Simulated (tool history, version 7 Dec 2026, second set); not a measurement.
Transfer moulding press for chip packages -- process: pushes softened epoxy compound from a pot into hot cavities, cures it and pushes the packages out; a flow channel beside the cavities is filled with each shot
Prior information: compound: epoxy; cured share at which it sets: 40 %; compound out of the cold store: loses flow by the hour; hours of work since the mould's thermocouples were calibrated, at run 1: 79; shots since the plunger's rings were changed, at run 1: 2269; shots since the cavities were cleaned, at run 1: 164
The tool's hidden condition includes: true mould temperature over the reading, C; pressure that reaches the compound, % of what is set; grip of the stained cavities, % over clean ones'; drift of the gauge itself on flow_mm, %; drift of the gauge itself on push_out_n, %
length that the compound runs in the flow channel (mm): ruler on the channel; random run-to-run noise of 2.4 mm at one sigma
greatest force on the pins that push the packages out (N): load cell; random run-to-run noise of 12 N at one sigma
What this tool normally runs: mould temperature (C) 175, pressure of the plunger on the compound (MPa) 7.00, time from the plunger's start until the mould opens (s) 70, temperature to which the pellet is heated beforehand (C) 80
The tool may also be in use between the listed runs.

run,day,mould temperature (C),pressure of the plunger on the compound (MPa),time from the plunger's start until the mould opens (s),temperature to which the pellet is heated beforehand (C),hours of work since the mould's thermocouples were calibrated,shots since the plunger's rings were changed,shots since the cavities were cleaned,incoming compound's hours out of the cold store,length that the compound runs in the flow channel (mm),greatest force on the pins that push the packages out (N)
1,0.000,175,7.00,70,80,79,2269,164,18.9,798,820
2,1.175,175,7.00,70,77,101,2741,636,43.5,723,1026
# day 2.288: cavities cleaned with cleaning compound and waxed
3,2.588,175,7.00,70,77,125,3283,120,23.6,775,759
# day 3.883: plunger's sealing rings changed
4,4.146,175,7.00,70,77,152,105,704,15.3,827,1191
5,4.883,175,7.00,70,77,165,402,1001,33.8,767,1195
# day 5.117: cavities cleaned with cleaning compound and waxed
6,5.979,175,7.00,70,77,184,817,348,42.4,743,951
7,6.642,175,7.00,100,80,196,1082,613,16.8,811,607
# day 7.821: cavities cleaned with cleaning compound and waxed
8,7.879,175,7.00,100,80,218,1556,25,23.7,787,367
9,8.771,175,7.00,100,80,234,1914,383,40.6,739,555
10,10.158,175,7.00,100,80,259,2470,939,43.7,714,679
# day 10.571: cavities cleaned with cleaning compound and waxed
11,10.862,175,7.00,70,80,271,2728,117,39.0,731,731
12,11.675,181,7.00,70,80,286,3054,443,37.4,714,689
13,12.967,175,7.00,70,87,309,3574,963,45.2,709,1091
# day 13.267: cavities cleaned with cleaning compound and waxed
# day 13.654: plunger's sealing rings changed
14,13.896,175,7.00,70,87,323,96,210,40.7,755,796
15,15.317,175,7.00,70,87,349,669,783,28.9,781,1150
# day 16.150: cavities cleaned with cleaning compound and waxed
16,16.808,178,6.84,87,74,375,1242,265,23.2,771,519
17,18.250,178,6.84,87,74,401,1821,844,20.8,776,688
# day 18.892: cavities cleaned with cleaning compound and waxed
18,19.525,175,7.00,70,81,423,2309,255,45.5,723,882
19,20.317,181,7.00,70,86,438,2627,573,10.1,799,753
20,21.046,181,7.00,70,86,451,2919,865,40.6,709,760
# day 21.638: cavities cleaned with cleaning compound and waxed
21,22.050,171,8.46,70,83,468,3297,164,16.5,891,1147
22,22.988,171,8.46,70,83,486,3675,542,13.2,889,1662
# day 23.279: plunger's sealing rings changed
23,24.221,171,7.49,70,83,506,379,996,35.3,805,1669
# day 24.467: cavities cleaned with cleaning compound and waxed
24,25.283,171,7.49,70,83,524,780,328,10.1,896,1457
25,26.329,171,7.49,70,83,543,1200,748,12.4,872,1777
# day 27.267: cavities cleaned with cleaning compound and waxed
26,27.850,175,7.00,88,80,570,1786,234,8.6,834,565
27,29.133,175,7.00,52,80,593,2301,749,47.7,716,2294
28,29.804,175,5.95,70,74,606,2571,1019,19.7,730,1454
# day 30.046: cavities cleaned with cleaning compound and waxed
29,30.862,175,7.00,85,74,624,2971,328,37.9,732,680

Here are 3 independent what-if runs from the current tool condition. What would each one return?
A,31.771,175,7.00,85,78,640,3337,694,10.0,?,?
B,31.771,180,7.67,74,74,640,3337,694,21.3,?,?
C,31.771,175,6.97,70,80,640,3337,694,27.0,?,?

run,length that the compound runs in the flow channel (mm),greatest force on the pins that push the packages out (N)
A,814,853
B,796,794
C,761,1212
With no hidden state in the tool, these same runs would have given:
run,length that the compound runs in the flow channel (mm),greatest force on the pins that push the packages out (N)
A,847,427
B,829,397
C,792,571
